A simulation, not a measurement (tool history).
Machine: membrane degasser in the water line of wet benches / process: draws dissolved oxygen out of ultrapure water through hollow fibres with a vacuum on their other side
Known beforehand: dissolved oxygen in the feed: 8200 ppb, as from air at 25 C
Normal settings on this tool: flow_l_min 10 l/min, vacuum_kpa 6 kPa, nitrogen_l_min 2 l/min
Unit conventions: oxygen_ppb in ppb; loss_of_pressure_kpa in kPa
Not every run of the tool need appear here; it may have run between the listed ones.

Run 1, hour 0: usual settings. Result: oxygen_ppb 91.7 ppb, loss_of_pressure_kpa 63.82 kPa.
Run 2, hour 332.5: usual settings but nitrogen_l_min 2.18 l/min. Result: oxygen_ppb 89.7 ppb, loss_of_pressure_kpa 63.59 kPa.
At hour 377.8: vacuum gauge calibrated.
Run 3, hour 643.3: usual settings. Result: oxygen_ppb 93.5 ppb, loss_of_pressure_kpa 63.77 kPa.
Run 4, hour 913.1: usual settings. Result: oxygen_ppb 89.7 ppb, loss_of_pressure_kpa 64.22 kPa.
Run 5, hour 1204.8: usual settings but nitrogen_l_min 0.89 l/min. Result: oxygen_ppb 130.3 ppb, loss_of_pressure_kpa 64.42 kPa.
Run 6, hour 1427.8: usual settings but nitrogen_l_min 0.89 l/min. Result: oxygen_ppb 129.8 ppb, loss_of_pressure_kpa 64.26 kPa.
Run 7, hour 1574.7: usual settings but nitrogen_l_min 0.89 l/min. Result: oxygen_ppb 129.9 ppb, loss_of_pressure_kpa 64.16 kPa.
Run 8, hour 1831.1: usual settings but nitrogen_l_min 0.89 l/min. Result: oxygen_ppb 129.5 ppb, loss_of_pressure_kpa 64.21 kPa.
Run 9, hour 2155.4: usual settings but flow_l_min 9 l/min, vacuum_kpa 6.11 kPa. Result: oxygen_ppb 81.7 ppb, loss_of_pressure_kpa 57.66 kPa.
Run 10, hour 2380.2: usual settings but flow_l_min 9 l/min, vacuum_kpa 6.11 kPa. Result: oxygen_ppb 80.2 ppb, loss_of_pressure_kpa 58.32 kPa.
Run 11, hour 2663.4: usual settings but flow_l_min 9 l/min, vacuum_kpa 6.11 kPa. Result: oxygen_ppb 80.6 ppb, loss_of_pressure_kpa 58.05 kPa.
Run 12, hour 2806.9: usual settings but flow_l_min 9 l/min, vacuum_kpa 6.11 kPa. Result: oxygen_ppb 80.2 ppb, loss_of_pressure_kpa 57.83 kPa.
Run 13, hour 3019.8: usual settings but flow_l_min 9 l/min. Result: oxygen_ppb 80.1 ppb, loss_of_pressure_kpa 58.17 kPa.
Run 14, hour 3358.2: usual settings but flow_l_min 12 l/min, vacuum_kpa 7.33 kPa. Result: oxygen_ppb 132.1 ppb, loss_of_pressure_kpa 77.72 kPa.
Run 15, hour 3577.4: usual settings but vacuum_kpa 13.22 kPa, nitrogen_l_min 2.63 l/min. Result: oxygen_ppb 148 ppb, loss_of_pressure_kpa 64.49 kPa.

Below are 3 alternative next runs, each starting from the tool's condition after run 15. Predict each:
Run A, hour 3874.2: usual settings but flow_l_min 7 l/min, vacuum_kpa 9.4 kPa, nitrogen_l_min 1.06 l/min. Result: oxygen_ppb ?, loss_of_pressure_kpa ?.
Run B, hour 3874.2: usual settings but vacuum_kpa 9.45 kPa, nitrogen_l_min 2.26 l/min. Result: oxygen_ppb ?, loss_of_pressure_kpa ?.
Run C, hour 3874.2: usual settings but flow_l_min 14 l/min, vacuum_kpa 5.44 kPa, nitrogen_l_min 3.55 l/min. Result: oxygen_ppb ?, loss_of_pressure_kpa ?.

run  oxygen_ppb  loss_of_pressure_kpa
  A       130.1                 45.29
  B       126.1                 64.58
  C       116.6                 90.55
Had the tool no hidden state, the same runs would have come out as:
run  oxygen_ppb  loss_of_pressure_kpa
  A       129.9                 44.68
  B       125.8                 63.71
  C       116.3                 89.33
